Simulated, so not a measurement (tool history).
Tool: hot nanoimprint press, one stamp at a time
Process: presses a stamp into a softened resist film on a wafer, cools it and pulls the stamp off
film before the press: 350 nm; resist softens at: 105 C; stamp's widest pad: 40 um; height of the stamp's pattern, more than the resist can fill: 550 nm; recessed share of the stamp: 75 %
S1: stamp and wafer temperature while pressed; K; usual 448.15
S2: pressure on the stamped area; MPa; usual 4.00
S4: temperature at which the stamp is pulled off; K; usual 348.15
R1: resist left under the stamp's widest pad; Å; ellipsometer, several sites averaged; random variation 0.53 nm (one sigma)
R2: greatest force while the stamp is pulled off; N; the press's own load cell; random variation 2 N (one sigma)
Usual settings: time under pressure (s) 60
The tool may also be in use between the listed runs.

Run 1, hour 0.0: usual settings. Result: R1 1793 Å, R2 227 N.
Run 2, hour 22.7: usual settings but S4 336.15 K. Result: R1 1792 Å, R2 287 N.
Run 3, hour 71.4: usual settings but S1 452.15 K, S4 336.15 K. Result: R1 1491 Å, R2 292 N.
Run 4, hour 116.9: usual settings but S1 452.15 K, S4 336.15 K. Result: R1 1479 Å, R2 301 N.
Run 5, hour 165.6: usual settings. Result: R1 1781 Å, R2 242 N.
At hour 191.3: stamp cleaned and given a new release coat.
Run 6, hour 207.9: usual settings. Result: R1 1774 Å, R2 226 N.
Run 7, hour 234.0: usual settings. Result: R1 1777 Å, R2 230 N.
Run 8, hour 274.5: usual settings. Result: R1 1777 Å, R2 233 N.
Run 9, hour 304.1: usual settings. Result: R1 1772 Å, R2 237 N.
At hour 358.2: press's hydraulic seals changed and the load cell set to zero.
Run 10, hour 365.4: usual settings. Result: R1 1724 Å, R2 241 N.
At hour 394.7: stamp cleaned and given a new release coat.
Run 11, hour 423.7: usual settings but S1 437.15 K. Result: R1 2708 Å, R2 227 N.
Run 12, hour 457.2: usual settings but S1 437.15 K, time under pressure (s) 83. Result: R1 2533 Å, R2 228 N.
Run 13, hour 509.8: usual settings but S1 437.15 K, time under pressure (s) 83. Result: R1 2514 Å, R2 236 N.
At hour 549.2: plate thermocouple calibrated.
Run 14, hour 565.8: usual settings. Result: R1 1779 Å, R2 243 N.
At hour 593.1: stamp cleaned and given a new release coat.
Run 15, hour 602.6: usual settings. Result: R1 1772 Å, R2 222 N.
Run 16, hour 654.5: usual settings but S4 334.15 K. Result: R1 1772 Å, R2 305 N.
Run 17, hour 701.2: usual settings but S1 451.15 K, S2 2.83 MPa, time under pressure (s) 87, S4 353.15 K. Result: R1 1622 Å, R2 214 N.
Run 18, hour 726.0: usual settings but S1 438.15 K, S2 3.48 MPa, time under pressure (s) 87, S4 353.15 K. Result: R1 2581 Å, R2 212 N.
Run 19, hour 765.1: usual settings but S2 2.94 MPa, S4 335.15 K. Result: R1 2034 Å, R2 310 N.
At hour 787.6: stamp cleaned and given a new release coat.
Run 20, hour 809.6: usual settings but S2 2.94 MPa, S4 335.15 K. Result: R1 2022 Å, R2 287 N.
Run 21, hour 846.6: usual settings but S1 457.15 K, time under pressure (s) 61, S4 334.15 K. Result: R1 1151 Å, R2 299 N.
Run 22, hour 878.5: usual settings but S1 445.15 K, S2 5.32 MPa, time under pressure (s) 113, S4 339.15 K. Result: R1 1419 Å, R2 274 N.
Run 23, hour 917.6: usual settings but S1 442.15 K, S2 2.56 MPa, time under pressure (s) 113, S4 339.15 K. Result: R1 2301 Å, R2 288 N.
Run 24, hour 949.0: usual settings but S1 438.15 K, time under pressure (s) 86. Result: R1 2447 Å, R2 245 N.
At hour 983.8: stamp cleaned and given a new release coat.
Run 25, hour 1002.0: usual settings but S1 438.15 K, time under pressure (s) 86. Result: R1 2426 Å, R2 225 N.
Run 26, hour 1047.4: usual settings but S1 451.15 K, S2 2.70 MPa, time under pressure (s) 101, S4 355.15 K. Result: R1 1552 Å, R2 192 N.
Run 27, hour 1096.6: usual settings but S1 451.15 K, S2 2.70 MPa, time under pressure (s) 101, S4 355.15 K. Result: R1 1533 Å, R2 201 N.
At hour 1104.5: plate thermocouple calibrated.
Run 28, hour 1135.1: usual settings but S1 449.15 K, S2 3.30 MPa, S4 335.15 K. Result: R1 1839 Å, R2 307 N.
At hour 1181.1: stamp cleaned and given a new release coat.
Run 29, hour 1192.2: usual settings but S2 4.35 MPa, time under pressure (s) 59, S4 337.15 K. Result: R1 1691 Å, R2 273 N.
Run 30, hour 1224.7: usual settings but S2 2.92 MPa, S4 353.15 K. Result: R1 2035 Å, R2 206 N.

Hidden state or all else? Some run-to-run changes of R1, split into what the settings, what came in and random variation would give without the hidden state, and what is left for the hidden state (with any gauge scatter that isn't in both results):
The hidden state here: true temperature over the reading, C; pressure that arrives at the usual setting, %; grip of the stamp's worn release coat, % over a new coat's; drift of the gauge itself on residual_nm, %; drift of the gauge itself on pull_off_n, %.
Run 9 -> 10: press's hydraulic seals changed and the load cell set to zero. R1 -48 Å: hidden state -39, all else -9.
Run 10 -> 11: S1 448.15 -> 437.15, stamp cleaned and given a new release coat. R1 +984 Å: hidden state -6, all else +990.
Run 13 -> 14: S1 437.15 -> 448.15, time under pressure (s) 83 -> 60, plate thermocouple calibrated. R1 -735 Å: hidden state +69, all else -804.
Run 17 -> 18: S1 451.15 -> 438.15, S2 2.83 -> 3.48. R1 +959 Å: hidden state -7, all else +966.
Run 22 -> 23: S1 445.15 -> 442.15, S2 5.32 -> 2.56. R1 +882 Å: hidden state -20, all else +902.
Run 27 -> 28: S1 451.15 -> 449.15, S2 2.70 -> 3.30, time under pressure (s) 101 -> 60, S4 355.15 -> 335.15, plate thermocouple calibrated. R1 +306 Å: hidden state +22, all else +284.
